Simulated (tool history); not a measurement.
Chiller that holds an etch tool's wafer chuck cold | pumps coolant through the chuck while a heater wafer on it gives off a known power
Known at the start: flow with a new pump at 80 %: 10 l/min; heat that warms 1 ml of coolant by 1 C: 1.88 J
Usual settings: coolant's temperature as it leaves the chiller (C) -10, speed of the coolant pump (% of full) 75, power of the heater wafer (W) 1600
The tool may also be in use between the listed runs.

run    hour  coolant's temperature as it leaves the chiller (C)  speed of the coolant pump (% of full)  power of the heater wafer (W)  chuck's temperature once it has settled (C)  how much warmer the coolant comes back (C)
  1     0.0                                                 -10                                     75                           1600                                          2.0                                        5.50
  2    71.3                                                 -10                                     75                           1600                                          1.9                                        5.51
  3   169.5                                                 -10                                     75                           1600                                          2.1                                        5.48
  4   263.2                                                 -10                                     75                           1600                                          2.0                                        5.45
  5   381.2                                                 -10                                     75                           1600                                          2.1                                        5.42
  6   536.3                                                 -10                                     75                           1600                                          2.0                                        5.45
  7   666.5                                                  -4                                     75                           1600                                          7.8                                        5.43
  8   792.8                                                 -10                                     75                           1600                                          2.0                                        5.40
  9   908.0                                                 -10                                     79                           1600                                          1.3                                        5.03
 10  1070.5                                                 -10                                     79                           1600                                          1.3                                        5.05
 11  1178.9                                                 -10                                     79                           1600                                          1.4                                        5.06
 12  1305.1                                                 -10                                     79                           1600                                          1.5                                        5.03
 13  1391.0                                                   0                                     69                           1425                                         11.5                                        5.22
 14  1553.1                                                 -13                                     66                            870                                         -5.7                                        3.25
 15  1666.8                                                 -17                                     75                           1235                                         -7.8                                        4.13
 16  1792.9                                                  -5                                     75                           1089                                          3.0                                        3.53
 17  1956.1                                                 -15                                     82                           1089                                         -7.5                                        3.15
 18  2067.5                                                 -11                                     64                           1119                                         -1.1                                        4.29
 19  2147.2                                                  -9                                     90                            826                                         -3.9                                        2.11
 20  2221.8                                                  -9                                     90                            826                                         -3.7                                        2.03
 21  2355.6                                                  -9                                     90                            826                                         -4.0                                        2.10
 22  2449.9                                                  -9                                     60                           1013                                          0.4                                        4.14
 23  2606.1                                                  -9                                     69                           1259                                          1.4                                        4.46

Consider 4 possible next runs. They are alternatives, not a sequence: every one starts from the tool as it was left by run 23. What does each give?
     2624.5  -- gauge calibrated
  A  2680.1                                                 -10                                     75                           1163                                            ?                                           ?
     2624.5  -- gauge calibrated
  B  2680.1                                                 -16                                     95                           1259                                            ?                                           ?
     2624.5  -- gauge calibrated
  C  2680.1                                                 -20                                     69                           1106                                            ?                                           ?
     2624.5  -- gauge calibrated
  D  2680.1                                                  -9                                     69                           1259                                            ?                                           ?

run  chuck's temperature once it has settled (C)  how much warmer the coolant comes back (C)
  A                                         -1.3                                        3.94
  B                                         -8.5                                        3.36
  C                                        -10.9                                        4.09
  D                                          1.2                                        4.71
What these runs would have given with no unlogged condition in the tool:
run  chuck's temperature once it has settled (C)  how much warmer the coolant comes back (C)
  A                                         -1.3                                        3.94
  B                                         -8.5                                        3.36
  C                                        -10.9                                        4.09
  D                                          1.2                                        4.71

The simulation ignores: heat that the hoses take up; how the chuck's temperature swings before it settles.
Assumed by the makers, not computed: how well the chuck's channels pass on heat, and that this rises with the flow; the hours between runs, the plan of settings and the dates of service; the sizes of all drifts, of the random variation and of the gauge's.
